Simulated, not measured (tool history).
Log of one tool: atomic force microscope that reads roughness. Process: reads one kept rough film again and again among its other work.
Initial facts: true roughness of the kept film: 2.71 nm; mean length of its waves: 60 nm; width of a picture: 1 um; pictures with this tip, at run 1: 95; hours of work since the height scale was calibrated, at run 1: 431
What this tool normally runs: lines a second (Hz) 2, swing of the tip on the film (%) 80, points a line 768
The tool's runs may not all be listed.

run	day	lines a second (Hz)	swing of the tip on the film (%)	points a line	pictures with this tip	hours of work since the height scale was calibrated	roughness of the kept film (nm (root mean square))
1	0	2	80	768	95	431	2.446
# day 0.067: new tip fitted
2	0.271	2	80	768	11	435	2.499
3	0.6	2	80	393	29	442	2.485
4	1.054	2	80	393	53	450	2.468
5	1.479	2.11	80	768	76	459	2.461
# day 1.883: new tip fitted
6	1.929	2.11	80	768	2	467	2.5
7	2.454	2.11	80	768	31	477	2.486
8	2.683	2	80	768	43	481	2.482
9	3.188	2	80	768	70	491	2.466
# day 3.692: new tip fitted
10	3.762	2	80	756	3	501	2.508
11	4.075	2	80	768	20	507	2.492
12	4.621	2	80	768	50	518	2.471
13	4.867	2	80	768	63	522	2.469
14	5.258	0.89	80	768	84	530	2.534
# day 5.525: new tip fitted
15	5.712	0.89	80	768	10	538	2.589
16	6.246	0.89	80	768	39	548	2.57
17	6.546	2	80	768	55	554	2.482
18	7.062	2	80	768	83	564	2.456
# day 7.362: new tip fitted
19	7.421	2	80	768	3	570	2.508
20	7.8	2	80	768	24	577	2.487
21	8.133	2	80	768	42	584	2.496
22	8.512	2	80	768	62	591	2.465
23	8.975	2	75	477	87	600	2.483
# day 9.171: new tip fitted
24	9.321	2	75	477	8	606	2.539
25	9.854	2	57	477	36	616	2.594
26	10.192	1.44	57	262	55	623	2.599
27	10.729	1.44	75	404	84	633	2.532
# day 10.992: new tip fitted
28	11.158	1.19	80	784	9	641	2.576
29	11.55	1.19	80	784	30	648	2.56
30	11.804	1.19	80	784	44	653	2.549
31	12.188	1.19	80	784	65	660	2.542

For run 32, what comes out?
32	12.588	1.67	65	768	86	668	?

{"run 32": {"roughness of the kept film (nm (root mean square))": 2.56}}
Without the tool's hidden state the same run would have given roughness of the kept film (nm (root mean square)) 2.595.
